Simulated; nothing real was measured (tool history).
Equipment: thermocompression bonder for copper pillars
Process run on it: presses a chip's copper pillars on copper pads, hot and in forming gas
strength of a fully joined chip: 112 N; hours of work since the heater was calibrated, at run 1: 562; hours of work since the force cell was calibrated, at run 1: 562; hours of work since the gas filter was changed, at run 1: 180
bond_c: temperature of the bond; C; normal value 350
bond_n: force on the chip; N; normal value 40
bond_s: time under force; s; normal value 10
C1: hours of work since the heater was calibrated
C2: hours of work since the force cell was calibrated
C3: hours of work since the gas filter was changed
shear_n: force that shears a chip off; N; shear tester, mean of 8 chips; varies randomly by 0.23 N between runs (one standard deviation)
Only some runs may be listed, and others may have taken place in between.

Run 1, hour 0: usual settings; C1 562; C2 562; C3 180. Result: shear_n 76.8 N.
Run 2, hour 79.6: usual settings but bond_n 43 N; C1 602; C2 602; C3 221. Result: shear_n 80 N.
Run 3, hour 143.8: usual settings but bond_n 43 N; C1 635; C2 635; C3 253. Result: shear_n 80.6 N.
Run 4, hour 211.4: usual settings but bond_n 43 N; C1 669; C2 669; C3 287. Result: shear_n 80.2 N.
Run 5, hour 287.2: usual settings but bond_n 43 N; C1 707; C2 707; C3 326. Result: shear_n 79.9 N.
Run 6, hour 327.9: usual settings but bond_c 351 C; C1 728; C2 728; C3 346. Result: shear_n 76.5 N.
At hour 377.7: forming gas filter changed.
Run 7, hour 377.7: usual settings but bond_c 376 C; C1 753; C2 753; C3 0. Result: shear_n 89 N.
Run 8, hour 434.3: usual settings; C1 781; C2 781; C3 29. Result: shear_n 75.9 N.
Run 9, hour 467.5: usual settings but bond_c 370 C; C1 798; C2 798; C3 45. Result: shear_n 86.5 N.
Run 10, hour 517.9: usual settings but bond_c 370 C; C1 824; C2 824; C3 71. Result: shear_n 85.8 N.
Run 11, hour 595.4: usual settings but bond_c 370 C; C1 863; C2 863; C3 110. Result: shear_n 86.1 N.
Run 12, hour 640.1: usual settings but bond_c 370 C; C1 886; C2 886; C3 133. Result: shear_n 85.7 N.
Run 13, hour 676.9: usual settings but bond_c 370 C; C1 904; C2 904; C3 151. Result: shear_n 85.8 N.
Run 14, hour 759.4: usual settings but bond_c 346 C, bond_n 36 N, bond_s 9 s; C1 946; C2 946; C3 193. Result: shear_n 64.7 N.
Run 15, hour 823.3: usual settings but bond_c 346 C, bond_n 36 N, bond_s 9 s; C1 978; C2 978; C3 225. Result: shear_n 64.6 N.
Run 16, hour 860.3: usual settings but bond_c 346 C, bond_n 54 N, bond_s 9 s; C1 997; C2 997; C3 244. Result: shear_n 87.9 N.
Run 17, hour 914: usual settings but bond_c 353 C, bond_s 11 s; C1 1024; C2 1024; C3 271. Result: shear_n 78.3 N.
Run 18, hour 955.6: usual settings but bond_c 353 C, bond_s 11 s; C1 1045; C2 1045; C3 292. Result: shear_n 78.5 N.
Run 19, hour 1022.7: usual settings but bond_n 55 N, bond_s 8 s; C1 1079; C2 1079; C3 326. Result: shear_n 87.7 N.
Run 20, hour 1098.7: usual settings but bond_n 55 N, bond_s 8 s; C1 1118; C2 1118; C3 365. Result: shear_n 87.9 N.
At hour 1107.9: forming gas filter changed.
Run 21, hour 1163: usual settings but bond_c 354 C; C1 1150; C2 1150; C3 28. Result: shear_n 77.3 N.
At hour 1170.3: gauge calibrated.
Run 22, hour 1242.8: usual settings but bond_c 354 C, bond_n 36 N, bond_s 29 s; C1 1190; C2 1190; C3 68. Result: shear_n 93 N.
Run 23, hour 1321.6: usual settings but bond_c 354 C, bond_n 38 N; C1 1230; C2 1230; C3 108. Result: shear_n 75.6 N.
Run 24, hour 1363.1: usual settings but bond_c 324 C; C1 1251; C2 1251; C3 129. Result: shear_n 60.5 N.

3 ways to go on from here, each from the tool as it stands after run 24. What would each give?
Run A, hour 1444: usual settings but bond_c 343 C; C1 1292; C2 1292; C3 170. Result: shear_n ?.
Run B, hour 1444: usual settings but bond_c 324 C, bond_s 8 s; C1 1292; C2 1292; C3 170. Result: shear_n ?.
Run C, hour 1444: usual settings but bond_c 342 C, bond_s 21 s; C1 1292; C2 1292; C3 170. Result: shear_n ?.

run  shear_n
  A     71.7
  B     56.1
  C     85.9
With the hidden condition removed and each run's random variation left untouched, the same runs would have given:
run  shear_n
  A     72.1
  B     56.4
  C     86.3
